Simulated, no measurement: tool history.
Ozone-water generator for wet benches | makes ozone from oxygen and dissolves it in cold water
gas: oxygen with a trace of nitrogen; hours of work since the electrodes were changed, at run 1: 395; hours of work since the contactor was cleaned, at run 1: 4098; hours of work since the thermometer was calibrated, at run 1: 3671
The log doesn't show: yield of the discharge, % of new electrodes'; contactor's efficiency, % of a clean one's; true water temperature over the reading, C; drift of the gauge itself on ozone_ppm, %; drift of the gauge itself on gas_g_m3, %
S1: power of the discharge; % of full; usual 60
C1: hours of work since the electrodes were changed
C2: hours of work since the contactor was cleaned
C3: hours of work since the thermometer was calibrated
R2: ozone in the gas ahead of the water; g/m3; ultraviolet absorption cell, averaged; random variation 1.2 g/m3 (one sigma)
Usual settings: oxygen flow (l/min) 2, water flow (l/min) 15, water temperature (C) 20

run 1 hour=0 | S1=60 oxygen_flow_(l/min)=2 water_flow_(l/min)=15 water_temperature_(C)=20 | C1=395 C2=4098 C3=3671 | dissolved_ozone_(ppm)=14 R2=208.3
-- hour=14.4 contactor cleaned
run 2 hour=23.7 | S1=60 oxygen_flow_(l/min)=2 water_flow_(l/min)=15 water_temperature_(C)=20 | C1=408 C2=6 C3=3684 | dissolved_ozone_(ppm)=13.8 R2=210.6
run 3 hour=36.5 | S1=60 oxygen_flow_(l/min)=2 water_flow_(l/min)=15 water_temperature_(C)=20 | C1=417 C2=15 C3=3692 | dissolved_ozone_(ppm)=13.6 R2=208.5
run 4 hour=56.2 | S1=60 oxygen_flow_(l/min)=2 water_flow_(l/min)=15 water_temperature_(C)=20 | C1=430 C2=28 C3=3705 | dissolved_ozone_(ppm)=13.6 R2=209.9
run 5 hour=77.4 | S1=60 oxygen_flow_(l/min)=2 water_flow_(l/min)=15 water_temperature_(C)=20 | C1=444 C2=42 C3=3719 | dissolved_ozone_(ppm)=13.8 R2=208.1
run 6 hour=99.4 | S1=60 oxygen_flow_(l/min)=2 water_flow_(l/min)=16 water_temperature_(C)=20 | C1=459 C2=56 C3=3734 | dissolved_ozone_(ppm)=12.8 R2=208.7
run 7 hour=128.2 | S1=60 oxygen_flow_(l/min)=2 water_flow_(l/min)=16 water_temperature_(C)=20 | C1=478 C2=76 C3=3753 | dissolved_ozone_(ppm)=12.9 R2=208.9
run 8 hour=151 | S1=60 oxygen_flow_(l/min)=2.36 water_flow_(l/min)=15 water_temperature_(C)=20 | C1=493 C2=91 C3=3768 | dissolved_ozone_(ppm)=14.3 R2=195
run 9 hour=177.3 | S1=75 oxygen_flow_(l/min)=2 water_flow_(l/min)=23 water_temperature_(C)=20 | C1=510 C2=108 C3=3786 | dissolved_ozone_(ppm)=10.8 R2=246.8
run 10 hour=200.1 | S1=49 oxygen_flow_(l/min)=2 water_flow_(l/min)=15 water_temperature_(C)=22 | C1=525 C2=123 C3=3801 | dissolved_ozone_(ppm)=11.9 R2=183.9
run 11 hour=221.4 | S1=52 oxygen_flow_(l/min)=1.12 water_flow_(l/min)=15 water_temperature_(C)=20 | C1=540 C2=137 C3=3815 | dissolved_ozone_(ppm)=10.5 R2=250.8
run 12 hour=242.4 | S1=81 oxygen_flow_(l/min)=1.4 water_flow_(l/min)=18 water_temperature_(C)=20 | C1=554 C2=151 C3=3829 | dissolved_ozone_(ppm)=12.8 R2=302
run 13 hour=274 | S1=49 oxygen_flow_(l/min)=1.91 water_flow_(l/min)=15 water_temperature_(C)=20 | C1=575 C2=172 C3=3850 | dissolved_ozone_(ppm)=12 R2=187.6
run 14 hour=300.1 | S1=70 oxygen_flow_(l/min)=2.41 water_flow_(l/min)=15 water_temperature_(C)=17 | C1=592 C2=190 C3=3867 | dissolved_ozone_(ppm)=16.5 R2=212.1
run 15 hour=330.3 | S1=70 oxygen_flow_(l/min)=2.41 water_flow_(l/min)=15 water_temperature_(C)=17 | C1=612 C2=210 C3=3887 | dissolved_ozone_(ppm)=16.3 R2=214.1
run 16 hour=361 | S1=57 oxygen_flow_(l/min)=2 water_flow_(l/min)=11 water_temperature_(C)=19 | C1=632 C2=230 C3=3908 | dissolved_ozone_(ppm)=17.3 R2=204

How the hidden state differs across the entries between the runs, from the last listed run before each to the first after it:
Between runs 1 and 2: contactor cleaned (hour 14.4)
  contactor's efficiency, % of a clean one's: 99.9 -> 100; drift of the gauge itself on gas_g_m3, %: 0 -> 0.07
  measured less the result without the state, R2: -0.1 -> +0.1 g/m3
